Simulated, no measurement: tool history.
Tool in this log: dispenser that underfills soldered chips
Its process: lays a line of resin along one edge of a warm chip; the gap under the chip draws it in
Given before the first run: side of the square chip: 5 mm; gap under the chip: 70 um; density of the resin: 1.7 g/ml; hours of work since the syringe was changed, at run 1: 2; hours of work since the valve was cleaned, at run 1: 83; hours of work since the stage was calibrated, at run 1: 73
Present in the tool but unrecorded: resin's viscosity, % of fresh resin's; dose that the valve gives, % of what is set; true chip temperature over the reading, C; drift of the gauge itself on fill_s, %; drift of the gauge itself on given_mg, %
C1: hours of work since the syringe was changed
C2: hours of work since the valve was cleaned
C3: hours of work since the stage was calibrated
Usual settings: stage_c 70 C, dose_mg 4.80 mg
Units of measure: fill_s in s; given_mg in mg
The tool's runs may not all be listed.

run 1 day=0.000 | stage_c=70 dose_mg=4.80 | C1=2 C2=83 C3=73 | fill_s=19.8 given_mg=4.50
run 2 day=0.258 | stage_c=70 dose_mg=4.80 | C1=7 C2=87 C3=77 | fill_s=26.4 given_mg=4.53
-- day=0.350 new syringe of resin
run 3 day=0.504 | stage_c=70 dose_mg=4.37 | C1=3 C2=91 C3=81 | fill_s=21.2 given_mg=3.99
run 4 day=0.775 | stage_c=69 dose_mg=4.80 | C1=7 C2=96 C3=86 | fill_s=30.3 given_mg=4.40
-- day=0.842 new syringe of resin
-- day=0.921 dispensing valve cleaned and set on the balance
run 5 day=1.025 | stage_c=69 dose_mg=4.80 | C1=2 C2=2 C3=89 | fill_s=21.1 given_mg=4.81
run 6 day=1.154 | stage_c=61 dose_mg=4.80 | C1=5 C2=4 C3=91 | fill_s=38.3 given_mg=4.77
-- day=1.371 new syringe of resin
run 7 day=1.396 | stage_c=70 dose_mg=4.80 | C1=0 C2=8 C3=95 | fill_s=18.3 given_mg=4.79
run 8 day=1.525 | stage_c=70 dose_mg=4.80 | C1=3 C2=10 C3=98 | fill_s=21.4 given_mg=4.69
run 9 day=1.725 | stage_c=70 dose_mg=4.34 | C1=6 C2=14 C3=101 | fill_s=26.6 given_mg=4.22
-- day=1.875 new syringe of resin
run 10 day=1.938 | stage_c=70 dose_mg=4.80 | C1=1 C2=17 C3=104 | fill_s=19.3 given_mg=4.73
run 11 day=2.225 | stage_c=70 dose_mg=4.80 | C1=6 C2=22 C3=109 | fill_s=25.4 given_mg=4.78
-- day=2.367 new syringe of resin
run 12 day=2.467 | stage_c=69 dose_mg=5.62 | C1=2 C2=26 C3=113 | fill_s=20.1 given_mg=5.52
run 13 day=2.592 | stage_c=62 dose_mg=4.11 | C1=4 C2=28 C3=116 | fill_s=37.2 given_mg=4.06
run 14 day=2.721 | stage_c=68 dose_mg=4.53 | C1=6 C2=30 C3=118 | fill_s=28.6 given_mg=4.46
-- day=2.854 new syringe of resin
run 15 day=3.012 | stage_c=68 dose_mg=4.53 | C1=3 C2=35 C3=123 | fill_s=24.5 given_mg=4.37
run 16 day=3.217 | stage_c=68 dose_mg=4.53 | C1=6 C2=39 C3=126 | fill_s=29.7 given_mg=4.40
-- day=3.350 new syringe of resin
run 17 day=3.396 | stage_c=72 dose_mg=4.34 | C1=1 C2=42 C3=129 | fill_s=16.9 given_mg=4.19
run 18 day=3.683 | stage_c=72 dose_mg=4.34 | C1=6 C2=47 C3=134 | fill_s=23.7 given_mg=4.06
-- day=3.846 new syringe of resin
run 19 day=3.938 | stage_c=83 dose_mg=5.13 | C1=2 C2=51 C3=138 | fill_s=9.1 given_mg=4.98
run 20 day=4.129 | stage_c=83 dose_mg=5.13 | C1=5 C2=54 C3=141 | fill_s=12.0 given_mg=4.93
run 21 day=4.275 | stage_c=58 dose_mg=5.79 | C1=7 C2=57 C3=144 | fill_s=54.2 given_mg=5.58

How the hidden state differs across the entries between the runs, from the last listed run before each to the first after it:
After run 2, before run 3: new syringe of resin (day 0.350)
  resin's viscosity, % of fresh resin's: 149.3 -> 118.7; dose that the valve gives, % of what is set: 92.7 -> 92.36; true chip temperature over the reading, C: -0.35 -> -0.36
  measured value less the no-hidden-state value, fill_s: +9.3 -> +4.0 s; given_mg: -0.35 -> -0.33 mg
After run 4, before run 5: new syringe of resin (day 0.842); dispensing valve cleaned and set on the balance (day 0.921)
  resin's viscosity, % of fresh resin's: 159 -> 116.8; dose that the valve gives, % of what is set: 91.94 -> 100.1; true chip temperature over the reading, C: -0.38 -> -0.39
  measured value less the no-hidden-state value, fill_s: +11.7 -> +3.4 s; given_mg: -0.38 -> +0.01 mg
After run 6, before run 7: new syringe of resin (day 1.371)
  resin's viscosity, % of fresh resin's: 134.1 -> 103.8; dose that the valve gives, % of what is set: 99.89 -> 99.59; true chip temperature over the reading, C: -0.4 -> -0.41
  measured value less the no-hidden-state value, fill_s: +10.3 -> +1.1 s; given_mg: +0.00 -> -0.02 mg
After run 9, before run 10: new syringe of resin (day 1.875)
  resin's viscosity, % of fresh resin's: 147.5 -> 108.6; dose that the valve gives, % of what is set: 99.12 -> 98.83; true chip temperature over the reading, C: -0.43 -> -0.44
  measured value less the no-hidden-state value, fill_s: +8.9 -> +2.0 s; given_mg: -0.04 -> -0.05 mg
After run 11, before run 12: new syringe of resin (day 2.367)
  resin's viscosity, % of fresh resin's: 148.2 -> 111.2; dose that the valve gives, % of what is set: 98.45 -> 98.11; true chip temperature over the reading, C: -0.46 -> -0.47
  measured value less the no-hidden-state value, fill_s: +9.0 -> +2.5 s; given_mg: -0.08 -> -0.11 mg
After run 14, before run 15: new syringe of resin (day 2.854)
  resin's viscosity, % of fresh resin's: 145.9 -> 119.7; dose that the valve gives, % of what is set: 97.77 -> 97.34; true chip temperature over the reading, C: -0.49 -> -0.5
  measured value less the no-hidden-state value, fill_s: +9.7 -> +4.5 s; given_mg: -0.10 -> -0.12 mg
After run 16, before run 17: new syringe of resin (day 3.350)
  resin's viscosity, % of fresh resin's: 149.5 -> 105.8; dose that the valve gives, % of what is set: 97.03 -> 96.79; true chip temperature over the reading, C: -0.52 -> -0.53
  measured value less the no-hidden-state value, fill_s: +10.4 -> +1.4 s; given_mg: -0.13 -> -0.14 mg
After run 18, before run 19: new syringe of resin (day 3.846)
  resin's viscosity, % of fresh resin's: 144.6 -> 110.1; dose that the valve gives, % of what is set: 96.38 -> 96.03; true chip temperature over the reading, C: -0.54 -> -0.56
  measured value less the no-hidden-state value, fill_s: +7.9 -> +1.2 s; given_mg: -0.16 -> -0.20 mg

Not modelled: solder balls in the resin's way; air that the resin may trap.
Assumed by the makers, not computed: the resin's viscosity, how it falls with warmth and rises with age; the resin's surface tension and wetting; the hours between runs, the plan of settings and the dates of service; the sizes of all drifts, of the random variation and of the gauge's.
